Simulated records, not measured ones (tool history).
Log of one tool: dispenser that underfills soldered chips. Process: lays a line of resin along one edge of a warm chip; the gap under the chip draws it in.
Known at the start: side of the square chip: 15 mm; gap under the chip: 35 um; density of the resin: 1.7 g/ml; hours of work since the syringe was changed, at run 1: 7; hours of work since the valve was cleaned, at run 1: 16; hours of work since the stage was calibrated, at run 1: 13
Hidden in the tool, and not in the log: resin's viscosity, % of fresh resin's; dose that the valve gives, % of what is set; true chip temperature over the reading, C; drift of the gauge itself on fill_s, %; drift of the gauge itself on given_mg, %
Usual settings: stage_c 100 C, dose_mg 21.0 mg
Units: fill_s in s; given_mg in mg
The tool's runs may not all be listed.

| run | hour | stage_c | dose_mg | hours of work since the syringe was changed | hours of work since the valve was cleaned | hours of work since the stage was calibrated | fill_s | given_mg |
|---|---|---|---|---|---|---|---|---|
| 1 | 0.0 | 100 | 21.0 | 7 | 16 | 13 | 554.7 | 20.73 |
| 2 | 2.9 | 87 | 21.0 | 9 | 18 | 14 | 872.4 | 20.54 |
| 3 | 5.2 | 100 | 21.0 | 10 | 20 | 16 | 672.2 | 20.72 |
| 4 | 7.3 | 100 | 21.0 | 11 | 21 | 17 | 722.1 | 20.76 |
|  | 7.9 | new syringe of resin |
| 5 | 10.3 | 100 | 21.0 | 1 | 23 | 19 | 395.1 | 20.60 |
| 6 | 12.9 | 100 | 19.1 | 3 | 24 | 20 | 449.4 | 18.67 |
| 7 | 15.5 | 100 | 19.1 | 5 | 26 | 22 | 486.7 | 18.60 |
| 8 | 18.4 | 100 | 19.1 | 6 | 27 | 24 | 543.6 | 18.60 |
| 9 | 22.5 | 100 | 21.0 | 9 | 30 | 26 | 626.8 | 20.44 |
| 10 | 25.1 | 100 | 22.3 | 10 | 32 | 28 | 676.5 | 21.68 |
|  | 27.2 | new syringe of resin |
| 11 | 30.1 | 100 | 25.8 | 2 | 34 | 30 | 401.6 | 25.07 |
| 12 | 34.6 | 100 | 25.8 | 5 | 37 | 33 | 479.2 | 25.08 |
| 13 | 37.5 | 100 | 25.8 | 6 | 39 | 35 | 521.9 | 24.87 |
| 14 | 39.6 | 96 | 17.8 | 8 | 40 | 36 | 666.6 | 17.21 |
| 15 | 44.2 | 104 | 21.4 | 10 | 43 | 39 | 620.5 | 20.60 |
|  | 46.7 | new syringe of resin |
| 16 | 48.4 | 110 | 18.2 | 1 | 45 | 41 | 320.2 | 17.49 |
| 17 | 51.9 | 98 | 21.2 | 3 | 47 | 43 | 471.8 | 20.26 |
| 18 | 54.7 | 89 | 22.4 | 5 | 49 | 45 | 679.7 | 21.48 |
| 19 | 59.3 | 89 | 22.4 | 8 | 52 | 48 | 782.7 | 21.29 |
| 20 | 63.4 | 114 | 19.1 | 10 | 54 | 50 | 478.1 | 18.19 |
|  | 65.9 | new syringe of resin |
| 21 | 66.1 | 114 | 19.1 | 0 | 56 | 52 | 269.7 | 18.24 |
| 22 | 70.0 | 114 | 19.1 | 2 | 58 | 54 | 313.0 | 18.09 |
| 23 | 72.1 | 114 | 19.1 | 4 | 59 | 56 | 336.8 | 18.16 |
| 24 | 76.0 | 114 | 19.1 | 6 | 62 | 58 | 390.6 | 18.03 |
| 25 | 78.2 | 104 | 19.8 | 7 | 63 | 59 | 540.5 | 18.81 |

The same runs without the tool's hidden state, with the same run-to-run variation:
| run | fill_s | given_mg |
|---|---|---|
| 1 | 368.5 | 21.04 |
| 2 | 521.7 | 20.87 |
| 3 | 368.3 | 21.09 |
| 4 | 366.5 | 21.14 |
| 5 | 364.8 | 21.01 |
| 6 | 376.6 | 19.07 |
| 7 | 369.7 | 19.03 |
| 8 | 371.9 | 19.06 |
| 9 | 368.7 | 21.00 |
| 10 | 361.7 | 22.30 |
| 11 | 357.5 | 25.86 |
| 12 | 360.4 | 25.94 |
| 13 | 352.9 | 25.76 |
| 14 | 413.9 | 17.85 |
| 15 | 326.8 | 21.42 |
| 16 | 295.6 | 18.21 |
| 17 | 385.3 | 21.14 |
| 18 | 501.4 | 22.46 |
| 19 | 486.3 | 22.31 |
| 20 | 253.9 | 19.12 |
| 21 | 258.9 | 19.19 |
| 22 | 260.2 | 19.08 |
| 23 | 259.1 | 19.16 |
| 24 | 260.2 | 19.08 |
| 25 | 332.0 | 19.92 |
